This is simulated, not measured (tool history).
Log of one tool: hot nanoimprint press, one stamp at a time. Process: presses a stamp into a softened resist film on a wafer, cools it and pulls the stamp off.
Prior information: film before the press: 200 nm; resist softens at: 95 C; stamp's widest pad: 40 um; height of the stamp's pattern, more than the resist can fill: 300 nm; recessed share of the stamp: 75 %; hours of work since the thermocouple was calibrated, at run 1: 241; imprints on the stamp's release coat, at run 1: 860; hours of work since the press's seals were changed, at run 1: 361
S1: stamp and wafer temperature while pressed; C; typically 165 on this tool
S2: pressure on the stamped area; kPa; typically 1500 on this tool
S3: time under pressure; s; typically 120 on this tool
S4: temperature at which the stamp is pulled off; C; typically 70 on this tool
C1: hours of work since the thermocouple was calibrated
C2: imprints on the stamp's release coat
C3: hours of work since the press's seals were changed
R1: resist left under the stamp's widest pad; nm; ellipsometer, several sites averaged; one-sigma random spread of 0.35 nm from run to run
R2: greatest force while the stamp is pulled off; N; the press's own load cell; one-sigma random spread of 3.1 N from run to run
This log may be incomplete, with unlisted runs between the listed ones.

{"run": 1, "day": 0.0, "S1": 165, "S2": 1500, "S3": 120, "S4": 70, "C1": 241, "C2": 860, "C3": 361, "R1": 73.0, "R2": 180}
{"run": 2, "day": 0.788, "S1": 165, "S2": 1050, "S3": 120, "S4": 70, "C1": 253, "C2": 942, "C3": 373, "R1": 86.8, "R2": 182}
{"run": 3, "day": 1.829, "S1": 165, "S2": 1050, "S3": 120, "S4": 70, "C1": 269, "C2": 1050, "C3": 389, "R1": 86.9, "R2": 189}
{"run": 4, "day": 3.504, "S1": 165, "S2": 1370, "S3": 120, "S4": 70, "C1": 294, "C2": 1224, "C3": 415, "R1": 76.2, "R2": 197}
{"run": 5, "day": 5.196, "S1": 176, "S2": 1500, "S3": 120, "S4": 70, "C1": 321, "C2": 1400, "C3": 441, "R1": 43.8, "R2": 195}
{"run": 6, "day": 7.117, "S1": 176, "S2": 1500, "S3": 120, "S4": 70, "C1": 350, "C2": 1600, "C3": 470, "R1": 43.5, "R2": 216}
{"run": 7, "day": 8.429, "S1": 165, "S2": 1500, "S3": 120, "S4": 70, "C1": 370, "C2": 1737, "C3": 491, "R1": 72.7, "R2": 221}
{"run": 8, "day": 9.796, "S1": 171, "S2": 1500, "S3": 120, "S4": 70, "C1": 391, "C2": 1879, "C3": 512, "R1": 55.4, "R2": 226}
{"run": 9, "day": 10.742, "S1": 165, "S2": 1500, "S3": 120, "S4": 70, "C1": 406, "C2": 1977, "C3": 526, "R1": 72.5, "R2": 223}
{"day": 12.542, "done": "plate thermocouple calibrated"}
{"run": 10, "day": 12.542, "S1": 165, "S2": 1500, "S3": 120, "S4": 70, "C1": 0, "C2": 2151, "C3": 552, "R1": 74.0, "R2": 230}
{"day": 13.517, "done": "stamp cleaned and given a new release coat"}
{"run": 11, "day": 13.942, "S1": 165, "S2": 1500, "S3": 120, "S4": 70, "C1": 18, "C2": 43, "C3": 570, "R1": 73.4, "R2": 141}
{"run": 12, "day": 14.842, "S1": 165, "S2": 1500, "S3": 120, "S4": 70, "C1": 32, "C2": 137, "C3": 584, "R1": 73.5, "R2": 147}
{"run": 13, "day": 16.05, "S1": 165, "S2": 1500, "S3": 120, "S4": 70, "C1": 50, "C2": 263, "C3": 602, "R1": 73.6, "R2": 157}
{"run": 14, "day": 17.829, "S1": 165, "S2": 1500, "S3": 120, "S4": 70, "C1": 78, "C2": 448, "C3": 630, "R1": 73.4, "R2": 159}
{"run": 15, "day": 18.738, "S1": 157, "S2": 1500, "S3": 120, "S4": 70, "C1": 92, "C2": 542, "C3": 644, "R1": 107.4, "R2": 162}
{"run": 16, "day": 19.612, "S1": 172, "S2": 2000, "S3": 109, "S4": 72, "C1": 105, "C2": 633, "C3": 657, "R1": 47.6, "R2": 164}
{"run": 17, "day": 21.358, "S1": 163, "S2": 2190, "S3": 155, "S4": 56, "C1": 132, "C2": 815, "C3": 684, "R1": 60.8, "R2": 210}
{"run": 18, "day": 22.329, "S1": 167, "S2": 1500, "S3": 120, "S4": 70, "C1": 147, "C2": 916, "C3": 699, "R1": 66.2, "R2": 180}
{"run": 19, "day": 23.375, "S1": 167, "S2": 1740, "S3": 217, "S4": 61, "C1": 163, "C2": 1024, "C3": 715, "R1": 48.7, "R2": 208}
{"run": 20, "day": 24.767, "S1": 165, "S2": 1500, "S3": 124, "S4": 67, "C1": 184, "C2": 1169, "C3": 736, "R1": 72.1, "R2": 203}
{"run": 21, "day": 26.246, "S1": 171, "S2": 1500, "S3": 135, "S4": 67, "C1": 207, "C2": 1323, "C3": 759, "R1": 52.3, "R2": 209}
{"run": 22, "day": 27.2, "S1": 171, "S2": 1240, "S3": 135, "S4": 72, "C1": 222, "C2": 1422, "C3": 774, "R1": 57.8, "R2": 210}
{"run": 23, "day": 28.479, "S1": 163, "S2": 1500, "S3": 120, "S4": 70, "C1": 242, "C2": 1555, "C3": 794, "R1": 80.0, "R2": 204}
{"run": 24, "day": 30.4, "S1": 163, "S2": 1500, "S3": 120, "S4": 70, "C1": 271, "C2": 1755, "C3": 823, "R1": 79.9, "R2": 209}
{"run": 25, "day": 31.583, "S1": 171, "S2": 1500, "S3": 78, "S4": 70, "C1": 289, "C2": 1878, "C3": 841, "R1": 65.7, "R2": 223}
{"run": 26, "day": 32.804, "S1": 171, "S2": 1500, "S3": 78, "S4": 70, "C1": 308, "C2": 2005, "C3": 860, "R1": 65.3, "R2": 230}
{"run": 27, "day": 34.017, "S1": 175, "S2": 1500, "S3": 200, "S4": 70, "C1": 327, "C2": 2131, "C3": 879, "R1": 36.4, "R2": 233}
{"day": 35.204, "done": "stamp cleaned and given a new release coat"}
{"run": 28, "day": 35.388, "S1": 167, "S2": 2270, "S3": 228, "S4": 70, "C1": 344, "C2": 19, "C3": 896, "R1": 42.0, "R2": 139}
{"run": 29, "day": 37.233, "S1": 166, "S2": 1790, "S3": 188, "S4": 75, "C1": 372, "C2": 211, "C3": 924, "R1": 52.9, "R2": 149}
{"run": 30, "day": 38.542, "S1": 176, "S2": 1790, "S3": 77, "S4": 75, "C1": 393, "C2": 347, "C3": 945, "R1": 48.5, "R2": 147}

Below, some changes in R1 between adjacent runs. For each, the amount present without the hidden state too (settings, incoming material, random variation) and the amount remaining for the hidden state with gauge scatter not shared by both compared results:
The tool's hidden condition here consists of: true temperature over the reading, C; pressure that arrives at the usual setting, %; grip of the stamp's worn release coat, % over a new coat's; drift of the gauge itself on residual_nm, %; drift of the gauge itself on pull_off_n, %.
Run 4 -> 5: S1 165 -> 176, S2 1370 -> 1500. R1 -32.4 nm: hidden state -0.1, all else -32.3.
Run 9 -> 10: plate thermocouple calibrated. R1 +1.5 nm: hidden state +1.0, all else +0.5.
Run 14 -> 15: S1 165 -> 157. R1 +34.0 nm: hidden state +0.1, all else +33.9.
Run 15 -> 16: S1 157 -> 172, S2 1500 -> 2000, S3 120 -> 109, S4 70 -> 72. R1 -59.8 nm: hidden state +0.0, all else -59.8.
Run 17 -> 18: S1 163 -> 167, S2 2190 -> 1500, S3 155 -> 120, S4 56 -> 70. R1 +5.4 nm: hidden state -0.9, all else +6.3.
Run 27 -> 28: S1 175 -> 167, S2 1500 -> 2270, S3 200 -> 228, stamp cleaned and given a new release coat. R1 +5.6 nm: hidden state +0.8, all else +4.8.
